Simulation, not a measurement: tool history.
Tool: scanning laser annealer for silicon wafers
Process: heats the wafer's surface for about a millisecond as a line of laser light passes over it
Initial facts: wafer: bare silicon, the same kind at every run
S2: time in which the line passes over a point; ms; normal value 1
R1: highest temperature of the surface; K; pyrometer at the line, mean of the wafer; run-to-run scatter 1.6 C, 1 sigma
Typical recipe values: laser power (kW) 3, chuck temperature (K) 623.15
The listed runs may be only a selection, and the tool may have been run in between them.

{"run": 1, "hour": 0.0, "laser power (kW)": 3, "S2": 1, "chuck temperature (K)": 623.15, "R1": 1352.15}
{"run": 2, "hour": 69.8, "laser power (kW)": 3, "S2": 1, "chuck temperature (K)": 623.15, "R1": 1352.15}
{"run": 3, "hour": 139.9, "laser power (kW)": 3, "S2": 1, "chuck temperature (K)": 623.15, "R1": 1351.15}
{"run": 4, "hour": 201.1, "laser power (kW)": 3, "S2": 1, "chuck temperature (K)": 623.15, "R1": 1346.15}
{"run": 5, "hour": 289.5, "laser power (kW)": 3, "S2": 1.19, "chuck temperature (K)": 623.15, "R1": 1430.15}
{"hour": 327.5, "done": "optics aligned, line set to its width"}
{"run": 6, "hour": 367.8, "laser power (kW)": 2.704, "S2": 1.19, "chuck temperature (K)": 623.15, "R1": 1346.15}
{"run": 7, "hour": 427.4, "laser power (kW)": 2.704, "S2": 1.19, "chuck temperature (K)": 623.15, "R1": 1343.15}
{"run": 8, "hour": 492.3, "laser power (kW)": 3, "S2": 1, "chuck temperature (K)": 623.15, "R1": 1357.15}
{"run": 9, "hour": 551.5, "laser power (kW)": 3.181, "S2": 0.75, "chuck temperature (K)": 625.15, "R1": 1284.15}
{"hour": 558.5, "done": "window over the wafer cleaned"}
{"run": 10, "hour": 633.4, "laser power (kW)": 3, "S2": 0.89, "chuck temperature (K)": 609.15, "R1": 1285.15}
{"run": 11, "hour": 677.9, "laser power (kW)": 2.725, "S2": 0.93, "chuck temperature (K)": 626.15, "R1": 1245.15}
{"hour": 702.8, "done": "window over the wafer cleaned, once more"}
{"run": 12, "hour": 754.7, "laser power (kW)": 2.725, "S2": 0.93, "chuck temperature (K)": 626.15, "R1": 1260.15}

Each row is a separate what-if for the run after 12, all from the same tool condition, not one after another. Results?
{"run": "A", "hour": 839.8, "laser power (kW)": 3, "S2": 1, "chuck temperature (K)": 651.15, "R1": "?"}
{"run": "B", "hour": 839.8, "laser power (kW)": 3.194, "S2": 1.24, "chuck temperature (K)": 623.15, "R1": "?"}
{"run": "C", "hour": 839.8, "laser power (kW)": 2.725, "S2": 0.93, "chuck temperature (K)": 631.15, "R1": "?"}

run=A R1=1389.15
run=B R1=1526.15
run=C R1=1263.15
The same runs, with their run-to-run variation unchanged, on a tool lacking any hidden condition would have given:
run=A R1=1395.15
run=B R1=1533.15
run=C R1=1267.15

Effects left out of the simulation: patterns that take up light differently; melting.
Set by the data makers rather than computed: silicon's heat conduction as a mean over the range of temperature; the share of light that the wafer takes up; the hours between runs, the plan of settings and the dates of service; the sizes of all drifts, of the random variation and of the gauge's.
